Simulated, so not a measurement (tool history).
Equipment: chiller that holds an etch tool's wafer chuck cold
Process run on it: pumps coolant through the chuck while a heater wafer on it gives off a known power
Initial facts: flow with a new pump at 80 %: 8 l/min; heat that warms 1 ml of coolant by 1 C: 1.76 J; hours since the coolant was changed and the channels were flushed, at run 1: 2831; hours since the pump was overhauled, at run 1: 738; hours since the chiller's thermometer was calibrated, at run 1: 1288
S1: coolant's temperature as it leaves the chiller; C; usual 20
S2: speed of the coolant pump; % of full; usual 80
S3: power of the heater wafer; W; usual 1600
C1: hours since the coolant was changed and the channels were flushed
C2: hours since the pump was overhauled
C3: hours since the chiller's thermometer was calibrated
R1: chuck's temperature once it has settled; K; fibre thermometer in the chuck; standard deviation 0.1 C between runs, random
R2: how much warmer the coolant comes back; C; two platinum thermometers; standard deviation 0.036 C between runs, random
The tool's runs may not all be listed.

{"run": 1, "hour": 0.0, "S1": 20, "S2": 80, "S3": 1600, "C1": 2831, "C2": 738, "C3": 1288, "R1": 305.15, "R2": 6.85}
{"run": 2, "hour": 36.2, "S1": 20, "S2": 80, "S3": 1600, "C1": 2867, "C2": 775, "C3": 1324, "R1": 304.95, "R2": 6.9}
{"run": 3, "hour": 52.5, "S1": 12, "S2": 80, "S3": 1600, "C1": 2884, "C2": 791, "C3": 1341, "R1": 296.85, "R2": 6.8}
{"run": 4, "hour": 77.4, "S1": 12, "S2": 80, "S3": 1600, "C1": 2909, "C2": 816, "C3": 1366, "R1": 297.15, "R2": 6.82}
{"run": 5, "hour": 101.5, "S1": 11, "S2": 80, "S3": 1600, "C1": 2933, "C2": 840, "C3": 1390, "R1": 296.05, "R2": 6.84}
{"run": 6, "hour": 124.4, "S1": 11, "S2": 80, "S3": 1600, "C1": 2956, "C2": 863, "C3": 1413, "R1": 295.95, "R2": 6.83}
{"run": 7, "hour": 156.1, "S1": 16, "S2": 80, "S3": 1600, "C1": 2987, "C2": 895, "C3": 1444, "R1": 301.15, "R2": 6.83}
{"run": 8, "hour": 191.5, "S1": 20, "S2": 80, "S3": 1615, "C1": 3023, "C2": 930, "C3": 1480, "R1": 305.25, "R2": 7.04}
{"run": 9, "hour": 224.6, "S1": 20, "S2": 80, "S3": 1615, "C1": 3056, "C2": 963, "C3": 1513, "R1": 305.15, "R2": 6.94}
{"run": 10, "hour": 242.0, "S1": 20, "S2": 80, "S3": 1600, "C1": 3073, "C2": 980, "C3": 1530, "R1": 304.95, "R2": 6.94}
{"run": 11, "hour": 272.6, "S1": 20, "S2": 80, "S3": 1600, "C1": 3104, "C2": 1011, "C3": 1561, "R1": 305.05, "R2": 6.92}
{"run": 12, "hour": 306.7, "S1": 20, "S2": 80, "S3": 1600, "C1": 3138, "C2": 1045, "C3": 1595, "R1": 304.95, "R2": 6.9}
{"run": 13, "hour": 333.8, "S1": 22, "S2": 80, "S3": 1600, "C1": 3165, "C2": 1072, "C3": 1622, "R1": 306.95, "R2": 6.94}
{"run": 14, "hour": 370.1, "S1": 22, "S2": 80, "S3": 1600, "C1": 3201, "C2": 1109, "C3": 1658, "R1": 306.95, "R2": 6.93}
{"run": 15, "hour": 389.0, "S1": 20, "S2": 64, "S3": 1600, "C1": 3220, "C2": 1127, "C3": 1677, "R1": 307.05, "R2": 8.85}
{"run": 16, "hour": 410.6, "S1": 20, "S2": 64, "S3": 1600, "C1": 3242, "C2": 1149, "C3": 1699, "R1": 307.15, "R2": 8.93}
{"run": 17, "hour": 436.6, "S1": 26, "S2": 77, "S3": 1922, "C1": 3268, "C2": 1175, "C3": 1725, "R1": 313.95, "R2": 8.65}
{"run": 18, "hour": 472.4, "S1": 26, "S2": 77, "S3": 1922, "C1": 3304, "C2": 1211, "C3": 1761, "R1": 313.75, "R2": 8.67}
{"run": 19, "hour": 491.0, "S1": 18, "S2": 97, "S3": 1600, "C1": 3322, "C2": 1230, "C3": 1779, "R1": 301.35, "R2": 5.69}
{"run": 20, "hour": 513.2, "S1": 16, "S2": 95, "S3": 1038, "C1": 3344, "C2": 1252, "C3": 1801, "R1": 295.85, "R2": 3.81}
{"run": 21, "hour": 547.4, "S1": 25, "S2": 63, "S3": 1577, "C1": 3379, "C2": 1286, "C3": 1836, "R1": 312.05, "R2": 8.91}
{"run": 22, "hour": 583.4, "S1": 20, "S2": 65, "S3": 1820, "C1": 3415, "C2": 1322, "C3": 1872, "R1": 308.75, "R2": 9.99}
{"run": 23, "hour": 606.5, "S1": 13, "S2": 64, "S3": 910, "C1": 3438, "C2": 1345, "C3": 1895, "R1": 294.15, "R2": 5.16}
{"run": 24, "hour": 629.7, "S1": 13, "S2": 64, "S3": 910, "C1": 3461, "C2": 1368, "C3": 1918, "R1": 293.95, "R2": 5.17}
{"run": 25, "hour": 651.2, "S1": 14, "S2": 79, "S3": 1600, "C1": 3482, "C2": 1390, "C3": 1939, "R1": 299.05, "R2": 7.11}
{"hour": 657.7, "done": "gauge calibrated"}
{"run": 26, "hour": 685.7, "S1": 14, "S2": 79, "S3": 1600, "C1": 3517, "C2": 1424, "C3": 1974, "R1": 299.05, "R2": 6.94}
{"run": 27, "hour": 720.7, "S1": 14, "S2": 79, "S3": 1538, "C1": 3552, "C2": 1459, "C3": 2009, "R1": 298.55, "R2": 6.66}
{"run": 28, "hour": 754.4, "S1": 10, "S2": 79, "S3": 1538, "C1": 3586, "C2": 1493, "C3": 2043, "R1": 294.75, "R2": 6.69}
{"run": 29, "hour": 776.8, "S1": 13, "S2": 79, "S3": 1538, "C1": 3608, "C2": 1515, "C3": 2065, "R1": 297.65, "R2": 6.72}
{"run": 30, "hour": 807.4, "S1": 19, "S2": 82, "S3": 1256, "C1": 3639, "C2": 1546, "C3": 2096, "R1": 301.25, "R2": 5.23}
{"run": 31, "hour": 836.9, "S1": 19, "S2": 82, "S3": 1256, "C1": 3668, "C2": 1575, "C3": 2125, "R1": 301.35, "R2": 5.28}
{"run": 32, "hour": 868.3, "S1": 13, "S2": 82, "S3": 932, "C1": 3700, "C2": 1607, "C3": 2157, "R1": 292.75, "R2": 3.88}

How the hidden state differs across the entries between the runs, from the last listed run before each to the first after it:
From run 25 to run 26: gauge calibrated (hour 657.7)
  drift of the gauge itself on warmer_back_c, C: 0.19 -> 0.01
  what was measured, less what the result would be without the hidden state, R2: +0.19 -> +0.01 C
